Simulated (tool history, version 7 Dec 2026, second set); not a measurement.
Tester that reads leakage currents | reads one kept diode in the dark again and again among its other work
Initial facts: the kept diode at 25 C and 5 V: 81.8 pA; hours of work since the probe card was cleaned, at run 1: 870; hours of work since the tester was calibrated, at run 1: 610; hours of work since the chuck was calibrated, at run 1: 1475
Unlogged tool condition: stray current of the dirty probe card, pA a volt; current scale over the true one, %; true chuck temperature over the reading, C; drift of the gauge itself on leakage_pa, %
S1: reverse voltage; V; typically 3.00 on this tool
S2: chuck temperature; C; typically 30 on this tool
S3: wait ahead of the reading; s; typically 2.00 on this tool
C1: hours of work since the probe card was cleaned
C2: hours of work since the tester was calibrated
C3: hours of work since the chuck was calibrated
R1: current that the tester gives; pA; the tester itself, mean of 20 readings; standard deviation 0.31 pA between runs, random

| run | hour | S1 | S2 | S3 | C1 | C2 | C3 | R1 |
|---|---|---|---|---|---|---|---|---|
| 1 | 0.0 | 3.00 | 30 | 2.00 | 870 | 610 | 1475 | 121.28 |
| 2 | 86.0 | 3.00 | 30 | 2.00 | 915 | 656 | 1520 | 122.25 |
| 3 | 185.4 | 3.00 | 30 | 2.00 | 967 | 708 | 1573 | 123.57 |
|  | 254.5 | chuck's temperature calibrated |
| 4 | 292.5 | 3.00 | 30 | 2.00 | 1023 | 763 | 20 | 103.66 |
| 5 | 379.6 | 3.00 | 30 | 2.00 | 1069 | 809 | 66 | 103.75 |
| 6 | 499.5 | 3.00 | 30 | 2.00 | 1132 | 872 | 129 | 105.23 |
| 7 | 622.5 | 3.00 | 30 | 2.00 | 1196 | 937 | 194 | 105.63 |
| 8 | 702.7 | 3.00 | 23 | 2.00 | 1239 | 979 | 236 | 60.84 |
| 9 | 764.3 | 3.00 | 23 | 2.00 | 1271 | 1011 | 268 | 60.95 |
| 10 | 827.2 | 3.00 | 23 | 2.00 | 1304 | 1045 | 301 | 60.89 |
| 11 | 928.0 | 3.00 | 30 | 0.94 | 1357 | 1098 | 354 | 107.28 |
| 12 | 1032.1 | 3.00 | 30 | 0.94 | 1412 | 1152 | 409 | 107.88 |
| 13 | 1104.6 | 13.29 | 30 | 0.94 | 1450 | 1191 | 447 | 187.64 |
| 14 | 1195.8 | 13.29 | 30 | 0.94 | 1498 | 1238 | 495 | 189.19 |
| 15 | 1297.0 | 13.29 | 30 | 0.85 | 1551 | 1292 | 548 | 190.63 |
| 16 | 1401.6 | 1.46 | 51 | 6.70 | 1606 | 1347 | 603 | 405.00 |
|  | 1411.5 | probe card cleaned and baked |
| 17 | 1467.3 | 3.38 | 30 | 4.00 | 29 | 1380 | 636 | 116.85 |
| 18 | 1546.5 | 1.76 | 39 | 3.66 | 71 | 1421 | 678 | 184.21 |
| 19 | 1621.9 | 3.30 | 34 | 4.09 | 111 | 1461 | 718 | 158.43 |
| 20 | 1717.6 | 9.82 | 26 | 1.89 | 161 | 1511 | 768 | 128.53 |
|  | 1755.9 | probe card cleaned and baked, once more |
| 21 | 1823.2 | 9.82 | 26 | 1.89 | 35 | 1565 | 822 | 124.71 |
| 22 | 1893.0 | 5.15 | 30 | 2.00 | 72 | 1602 | 859 | 137.24 |
| 23 | 1995.8 | 6.84 | 24 | 9.30 | 126 | 1656 | 913 | 94.29 |

The next listed run, before its measurement:
| 24 | 2070.9 | 11.34 | 57 | 9.54 | 166 | 1696 | 952 | ? |

{"run 24": {"R1": 1299.92}}
Minus the tool's unlogged condition, the same run would have read R1 1183.31 pA.
